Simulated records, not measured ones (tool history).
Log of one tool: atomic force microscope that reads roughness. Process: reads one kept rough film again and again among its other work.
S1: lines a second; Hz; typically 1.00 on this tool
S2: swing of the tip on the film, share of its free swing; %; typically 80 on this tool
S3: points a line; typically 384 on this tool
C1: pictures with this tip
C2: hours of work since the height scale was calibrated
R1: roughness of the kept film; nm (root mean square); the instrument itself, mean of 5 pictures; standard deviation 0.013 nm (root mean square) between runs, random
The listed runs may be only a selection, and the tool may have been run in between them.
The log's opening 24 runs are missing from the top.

{"hour": 468.4, "done": "new tip fitted"}
{"run": 25, "hour": 470.6, "S1": 2.04, "S2": 67, "S3": 876, "C1": 4, "C2": 920, "R1": 2.917}
{"run": 26, "hour": 489.2, "S1": 1.03, "S2": 86, "S3": 553, "C1": 35, "C2": 935, "R1": 2.196}
{"run": 27, "hour": 505.4, "S1": 3.49, "S2": 73, "S3": 294, "C1": 62, "C2": 948, "R1": 1.666}
{"hour": 518.7, "done": "new tip fitted"}
{"run": 28, "hour": 518.7, "S1": 3.49, "S2": 61, "S3": 350, "C1": 0, "C2": 958, "R1": 2.923}
{"run": 29, "hour": 543.7, "S1": 2.56, "S2": 65, "S3": 262, "C1": 42, "C2": 977, "R1": 2.113}
{"run": 30, "hour": 560.8, "S1": 0.66, "S2": 89, "S3": 262, "C1": 70, "C2": 991, "R1": 1.749}
{"hour": 568.1, "done": "new tip fitted"}
{"run": 31, "hour": 589.3, "S1": 1.0, "S2": 80, "S3": 525, "C1": 35, "C2": 1013, "R1": 2.27}
{"run": 32, "hour": 613.2, "S1": 2.44, "S2": 69, "S3": 322, "C1": 75, "C2": 1032, "R1": 1.688}
{"hour": 618.7, "done": "new tip fitted"}
{"run": 33, "hour": 627.6, "S1": 2.52, "S2": 81, "S3": 365, "C1": 15, "C2": 1043, "R1": 2.23}
{"run": 34, "hour": 653.7, "S1": 3.5, "S2": 90, "S3": 980, "C1": 59, "C2": 1063, "R1": 1.269}
{"hour": 668.2, "done": "new tip fitted"}
{"run": 35, "hour": 680.2, "S1": 1.0, "S2": 80, "S3": 785, "C1": 20, "C2": 1084, "R1": 2.497}
{"run": 36, "hour": 700.3, "S1": 1.12, "S2": 60, "S3": 384, "C1": 54, "C2": 1100, "R1": 2.068}
{"run": 37, "hour": 712.8, "S1": 1.0, "S2": 59, "S3": 302, "C1": 75, "C2": 1110, "R1": 1.84}
{"hour": 718.2, "done": "new tip fitted"}
{"run": 38, "hour": 726.0, "S1": 1.0, "S2": 59, "S3": 302, "C1": 13, "C2": 1120, "R1": 2.779}
{"run": 39, "hour": 744.8, "S1": 1.0, "S2": 59, "S3": 302, "C1": 45, "C2": 1134, "R1": 2.176}
{"run": 40, "hour": 758.1, "S1": 1.0, "S2": 59, "S3": 302, "C1": 67, "C2": 1145, "R1": 1.93}
{"hour": 767.4, "done": "new tip fitted"}
{"run": 41, "hour": 785.6, "S1": 1.0, "S2": 59, "S3": 302, "C1": 31, "C2": 1166, "R1": 2.413}
{"run": 42, "hour": 808.7, "S1": 1.0, "S2": 59, "S3": 302, "C1": 70, "C2": 1184, "R1": 1.876}
{"hour": 815.8, "done": "new tip fitted"}
{"run": 43, "hour": 822.2, "S1": 1.0, "S2": 59, "S3": 302, "C1": 10, "C2": 1195, "R1": 2.846}
{"run": 44, "hour": 835.3, "S1": 2.14, "S2": 59, "S3": 302, "C1": 32, "C2": 1205, "R1": 2.282}
{"run": 45, "hour": 856.4, "S1": 1.0, "S2": 64, "S3": 616, "C1": 68, "C2": 1222, "R1": 1.867}
{"hour": 865.9, "done": "new tip fitted"}
{"run": 46, "hour": 884.5, "S1": 1.0, "S2": 64, "S3": 616, "C1": 31, "C2": 1243, "R1": 2.475}
{"run": 47, "hour": 908.4, "S1": 1.0, "S2": 64, "S3": 616, "C1": 72, "C2": 1262, "R1": 1.893}
{"hour": 914.8, "done": "new tip fitted"}
{"run": 48, "hour": 921.6, "S1": 1.95, "S2": 69, "S3": 798, "C1": 12, "C2": 1272, "R1": 2.599}

Forecast each of these 4 alternatives for the next run:
{"run": "A", "hour": 936.5, "S1": 0.58, "S2": 86, "S3": 384, "C1": 37, "C2": 1284, "R1": "?"}
{"run": "B", "hour": 936.5, "S1": 3.15, "S2": 84, "S3": 345, "C1": 37, "C2": 1284, "R1": "?"}
{"run": "C", "hour": 936.5, "S1": 2.36, "S2": 90, "S3": 437, "C1": 37, "C2": 1284, "R1": "?"}
{"run": "D", "hour": 936.5, "S1": 2.14, "S2": 76, "S3": 625, "C1": 37, "C2": 1284, "R1": "?"}

run=A R1=2.191
run=B R1=1.651
run=C R1=1.666
run=D R1=2.006
What these runs would have given with no unlogged condition in the tool:
run=A R1=3.061
run=B R1=2.305
run=C R1=2.329
run=D R1=2.802
